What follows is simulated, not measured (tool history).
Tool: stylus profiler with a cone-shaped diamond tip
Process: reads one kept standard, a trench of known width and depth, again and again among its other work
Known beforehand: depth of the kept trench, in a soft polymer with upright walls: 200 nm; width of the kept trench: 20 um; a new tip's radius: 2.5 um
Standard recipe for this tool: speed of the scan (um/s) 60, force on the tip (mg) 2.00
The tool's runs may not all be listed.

run,hour,speed of the scan (um/s),force on the tip (mg),depth of the trench (Å),width of the trench's floor (µm)
1,0.0,60,2.00,2016.8,17.54
2,52.7,60,2.00,2018.2,17.47
3,101.2,29,2.00,2018.3,17.62
4,131.5,29,2.00,2017.0,17.63
5,168.9,60,2.00,2016.8,17.50
6,195.8,60,2.00,2017.7,17.52
7,250.2,60,2.00,2016.4,17.47
8,281.2,60,2.00,2017.1,17.52
9,324.7,60,2.00,2016.4,17.47
10,367.5,60,2.00,2017.3,17.49
11,394.6,60,2.00,2016.9,17.44
12,448.3,60,2.60,2019.8,17.47
13,476.4,60,2.60,2019.6,17.46
14,523.7,60,2.60,2020.7,17.48
15,550.3,60,2.60,2020.3,17.49
16,579.7,60,2.60,2020.5,17.46
17,604.5,60,2.60,2021.2,17.41
18,632.0,60,2.60,2020.7,17.46
19,684.4,60,2.60,2020.4,17.45
20,736.2,97,2.94,2022.4,17.39
21,760.7,60,2.12,2015.6,17.36
22,807.0,60,2.12,2014.9,17.39
23,853.7,136,1.54,2012.3,16.99
24,896.8,136,1.54,2011.6,16.97
25,928.9,26,0.77,2004.4,17.45
26,965.1,133,1.58,2011.7,17.00
27,992.3,133,1.58,2012.8,16.99
28,1044.1,133,1.31,2006.4,16.95
29,1082.1,49,5.24,2036.3,17.51
30,1110.5,49,5.24,2035.8,17.45
31,1160.5,60,2.50,2018.6,17.39
32,1205.8,60,2.50,2016.0,17.30
33,1257.4,60,2.50,2017.0,17.39

Each row is a separate what-if for the run after 33, all from the same tool condition, not one after another. Results?
A,1308.7,27,1.01,?,?
B,1308.7,23,2.16,?,?
C,1308.7,19,3.05,?,?
D,1308.7,68,1.18,?,?

run,depth of the trench (Å),width of the trench's floor (µm)
A,2005.4,17.39
B,2011.7,17.51
C,2019.2,17.51
D,2006.3,17.22
The same runs, with their run-to-run variation unchanged, on a tool lacking any hidden condition would have given:
run,depth of the trench (Å),width of the trench's floor (µm)
A,2016.1,17.85
B,2022.5,17.98
C,2030.0,17.97
D,2017.1,17.68
